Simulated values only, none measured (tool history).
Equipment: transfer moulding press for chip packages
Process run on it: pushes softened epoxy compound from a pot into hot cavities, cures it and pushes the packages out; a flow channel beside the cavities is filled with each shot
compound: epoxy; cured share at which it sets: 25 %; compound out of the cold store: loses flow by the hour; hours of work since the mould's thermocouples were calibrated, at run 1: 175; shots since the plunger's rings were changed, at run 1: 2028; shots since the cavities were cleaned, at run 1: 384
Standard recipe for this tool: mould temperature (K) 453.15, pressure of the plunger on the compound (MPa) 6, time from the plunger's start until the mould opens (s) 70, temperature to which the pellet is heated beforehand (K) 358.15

run	hour	mould temperature (K)	pressure of the plunger on the compound (MPa)	time from the plunger's start until the mould opens (s)	temperature to which the pellet is heated beforehand (K)	hours of work since the mould's thermocouples were calibrated	shots since the plunger's rings were changed	shots since the cavities were cleaned	incoming compound's hours out of the cold store	length that the compound runs in the flow channel (mm)	greatest force on the pins that push the packages out (N)
1	0	453.15	6	70	358.15	175	2028	384	14.3	969	366
# hour 13: cavities cleaned with cleaning compound and waxed
# hour 50.5: cavities cleaned with cleaning compound and waxed
2	62.3	453.15	6	70	358.15	212	2871	167	25	882	350
# hour 89.9: cavities cleaned with cleaning compound and waxed
3	115.2	453.15	6	70	358.15	243	3601	359	37	804	333
# hour 127.2: cavities cleaned with cleaning compound and waxed
# hour 169: cavities cleaned with cleaning compound and waxed
4	192	453.15	6	70	358.15	289	4649	326	14.9	967	356
# hour 209.6: cavities cleaned with cleaning compound and waxed
# hour 254.4: mould's thermocouples calibrated
# hour 255.9: cavities cleaned with cleaning compound and waxed
5	264	453.15	6	82	358.15	5	5602	115	19.2	936	285
# hour 295.5: cavities cleaned with cleaning compound and waxed
# hour 333.9: plunger's sealing rings changed
# hour 335.4: cavities cleaned with cleaning compound and waxed
6	351.8	453.15	6	70	358.15	56	234	234	28	871	349
# hour 376.3: cavities cleaned with cleaning compound and waxed
7	400.5	453.15	5.12	70	358.15	85	905	345	27.3	803	358
# hour 416.1: cavities cleaned with cleaning compound and waxed
# hour 453.6: cavities cleaned with cleaning compound and waxed
8	476.2	453.15	5.12	70	358.15	129	1937	322	16.4	889	359
# hour 491.3: cavities cleaned with cleaning compound and waxed
# hour 534.2: cavities cleaned with cleaning compound and waxed
9	541.5	453.15	5.12	70	358.15	167	2823	104	11.6	917	363
# hour 574.1: cavities cleaned with cleaning compound and waxed
10	601.2	453.15	5.01	67	358.15	203	3649	385	33.4	758	385
# hour 612.3: cavities cleaned with cleaning compound and waxed
11	640	453.15	6	91	355.15	226	4180	395	26	888	281
# hour 655.9: cavities cleaned with cleaning compound and waxed
12	682.9	453.15	6	91	355.15	252	4767	383	15.6	964	266
# hour 694.6: cavities cleaned with cleaning compound and waxed
# hour 734.3: cavities cleaned with cleaning compound and waxed
13	741.4	453.15	6	89	358.15	286	5556	101	19.7	923	273
# hour 774.3: cavities cleaned with cleaning compound and waxed
# hour 809.4: mould's thermocouples calibrated
# hour 816.6: plunger's sealing rings changed
# hour 818.1: cavities cleaned with cleaning compound and waxed
14	832.1	453.15	6	89	358.15	12	200	200	30.8	838	278

Hidden state at the last listed run before each entry between runs and at the first one after, where it differs:
Runs 1 to 2: cavities cleaned with cleaning compound and waxed (hour 13); cavities cleaned with cleaning compound and waxed (hour 50.5)
  pressure that reaches the compound, % of what is set: 99.95 -> 99.93; grip of the stained cavities, % over clean ones': 0.8 -> 0.4
Runs 2 to 3: cavities cleaned with cleaning compound and waxed (hour 89.9)
  pressure that reaches the compound, % of what is set: 99.93 -> 99.92; grip of the stained cavities, % over clean ones': 0.4 -> 0.7
Runs 3 to 4: cavities cleaned with cleaning compound and waxed (hour 127.2); cavities cleaned with cleaning compound and waxed (hour 169)
  pressure that reaches the compound, % of what is set: 99.92 -> 99.89
Runs 4 to 5: cavities cleaned with cleaning compound and waxed (hour 209.6); mould's thermocouples calibrated (hour 254.4); cavities cleaned with cleaning compound and waxed (hour 255.9)
  pressure that reaches the compound, % of what is set: 99.89 -> 99.87; grip of the stained cavities, % over clean ones': 0.7 -> 0.3
Runs 5 to 6: cavities cleaned with cleaning compound and waxed (hour 295.5); plunger's sealing rings changed (hour 333.9); cavities cleaned with cleaning compound and waxed (hour 335.4)
  pressure that reaches the compound, % of what is set: 99.87 -> 99.99; grip of the stained cavities, % over clean ones': 0.3 -> 0.6
Runs 6 to 7: cavities cleaned with cleaning compound and waxed (hour 376.3)
  pressure that reaches the compound, % of what is set: 99.99 -> 99.98; grip of the stained cavities, % over clean ones': 0.6 -> 0.8
Runs 7 to 8: cavities cleaned with cleaning compound and waxed (hour 416.1); cavities cleaned with cleaning compound and waxed (hour 453.6)
  pressure that reaches the compound, % of what is set: 99.98 -> 99.95; grip of the stained cavities, % over clean ones': 0.8 -> 0.7
Runs 8 to 9: cavities cleaned with cleaning compound and waxed (hour 491.3); cavities cleaned with cleaning compound and waxed (hour 534.2)
  pressure that reaches the compound, % of what is set: 99.95 -> 99.93; grip of the stained cavities, % over clean ones': 0.7 -> 0.3
Runs 9 to 10: cavities cleaned with cleaning compound and waxed (hour 574.1)
  pressure that reaches the compound, % of what is set: 99.93 -> 99.91; grip of the stained cavities, % over clean ones': 0.3 -> 0.8
Runs 10 to 11: cavities cleaned with cleaning compound and waxed (hour 612.3)
  pressure that reaches the compound, % of what is set: 99.91 -> 99.89
Runs 11 to 12: cavities cleaned with cleaning compound and waxed (hour 655.9)
  pressure that reaches the compound, % of what is set: 99.89 -> 99.88
Runs 12 to 13: cavities cleaned with cleaning compound and waxed (hour 694.6); cavities cleaned with cleaning compound and waxed (hour 734.3)
  pressure that reaches the compound, % of what is set: 99.88 -> 99.86; grip of the stained cavities, % over clean ones': 0.8 -> 0.2
Runs 13 to 14: cavities cleaned with cleaning compound and waxed (hour 774.3); mould's thermocouples calibrated (hour 809.4); plunger's sealing rings changed (hour 816.6); cavities cleaned with cleaning compound and waxed (hour 818.1)
  true mould temperature over the reading, C: -0.01 -> 0; pressure that reaches the compound, % of what is set: 99.86 -> 99.98; grip of the stained cavities, % over clean ones': 0.2 -> 0.5

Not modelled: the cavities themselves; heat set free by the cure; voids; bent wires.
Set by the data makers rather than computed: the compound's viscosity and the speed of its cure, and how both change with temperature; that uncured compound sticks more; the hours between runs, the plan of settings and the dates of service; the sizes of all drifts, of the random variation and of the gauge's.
